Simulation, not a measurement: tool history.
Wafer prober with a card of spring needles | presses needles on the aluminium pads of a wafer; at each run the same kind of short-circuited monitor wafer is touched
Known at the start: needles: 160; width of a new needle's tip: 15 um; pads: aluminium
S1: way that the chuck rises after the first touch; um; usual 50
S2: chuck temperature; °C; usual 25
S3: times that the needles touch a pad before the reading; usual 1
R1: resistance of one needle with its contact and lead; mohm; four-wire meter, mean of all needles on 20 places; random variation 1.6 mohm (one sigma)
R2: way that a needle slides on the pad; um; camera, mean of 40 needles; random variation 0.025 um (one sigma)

run    day  S1  S2  S3   R1    R2
  1  0.000  50  25   1  155  6.63
     0.342  -- tips cleaned on abrasive film
  2  0.412  50  25   1  157  6.56
     0.717  -- tips cleaned on abrasive film
  3  0.942  50  55   1  159  6.61
     1.108  -- tips cleaned on abrasive film
     1.475  -- tips cleaned on abrasive film
  4  1.550  50  55   1  159  6.60
     1.838  -- tips cleaned on abrasive film
  5  2.058  38  25   1  164  5.03
     2.217  -- tips cleaned on abrasive film
  6  2.550  50  25   1  155  6.58
     2.596  -- tips cleaned on abrasive film
     3.000  -- tips cleaned on abrasive film
  7  3.000  50  25   3  155  6.57
     3.379  -- tips cleaned on abrasive film
  8  3.379  42  25   1  158  5.48
     3.762  -- tips cleaned on abrasive film
  9  3.933  42  25   1  157  5.53

Forecast run 10:
     4.117  -- tips cleaned on abrasive film
     4.512  -- tips cleaned on abrasive film
 10  4.542  50  107   1   ?   ?

Run 10 gave R1 173 mohm, R2 6.58 um.
Without the tool's hidden state the same run would have given R1 173 mohm, R2 6.65 um.
